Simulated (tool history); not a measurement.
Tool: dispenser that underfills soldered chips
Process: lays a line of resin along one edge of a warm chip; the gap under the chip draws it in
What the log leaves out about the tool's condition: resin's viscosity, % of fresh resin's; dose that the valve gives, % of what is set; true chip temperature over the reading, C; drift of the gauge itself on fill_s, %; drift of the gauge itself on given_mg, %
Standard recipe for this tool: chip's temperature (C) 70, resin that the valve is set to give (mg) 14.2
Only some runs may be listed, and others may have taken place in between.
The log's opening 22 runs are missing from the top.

run	hour	chip's temperature (C)	resin that the valve is set to give (mg)	hours of work since the syringe was changed	hours of work since the valve was cleaned	hours of work since the stage was calibrated	time until the resin shows at the far edge (s)	resin that the valve gave (mg)
# hour 167.6: new syringe of resin
23	171	66	12.4	3	53	74	228.3	12.08
# hour 179.6: new syringe of resin
24	179.6	66	12.4	0	60	80	204.2	12.07
25	189	66	12.4	7	67	87	284.4	11.94
# hour 191.5: new syringe of resin
26	199.8	66	12.4	6	75	95	263	11.9
# hour 203.8: new syringe of resin
# hour 209.9: dispensing valve cleaned and set on the balance
27	211.9	79	15.8	5	1	104	131.3	15.82
# hour 217.1: new syringe of resin
28	223.1	78	12.4	4	10	112	137.5	12.36
29	228.3	65	18.2	8	14	116	304.7	18.12
# hour 229.2: new syringe of resin
30	239.4	65	18.2	8	22	124	285.6	18.09
# hour 241.1: new syringe of resin
31	247.6	73	13	5	28	130	173.2	12.79
# hour 253.2: new syringe of resin
32	255.8	59	13	2	34	136	311.1	12.79
# hour 265.2: new syringe of resin
33	266.5	59	13	1	42	144	292.9	12.77
34	271.1	70	18	4	45	147	192.3	17.59
35	275.7	70	18	8	49	151	225.4	17.57
# hour 277.2: new syringe of resin
36	284.4	70	18	5	55	157	196.6	17.51

Alternative continuations, all from the tool just after run 36; predict every row:
# hour 289.1: new syringe of resin
A	292.1	57	14.2	2	61	163	?	?
# hour 289.1: new syringe of resin
B	292.1	70	13	2	61	163	?	?
# hour 289.1: new syringe of resin
C	292.1	70	14.3	2	61	163	?	?

run	time until the resin shows at the far edge (s)	resin that the valve gave (mg)
A	349.2	13.76
B	175.4	12.63
C	176.7	13.86
Take away the tool's hidden state, keep each run's random variation, and the runs would have read:
run	time until the resin shows at the far edge (s)	resin that the valve gave (mg)
A	338.3	14.17
B	168.6	13.01
C	170.2	14.27

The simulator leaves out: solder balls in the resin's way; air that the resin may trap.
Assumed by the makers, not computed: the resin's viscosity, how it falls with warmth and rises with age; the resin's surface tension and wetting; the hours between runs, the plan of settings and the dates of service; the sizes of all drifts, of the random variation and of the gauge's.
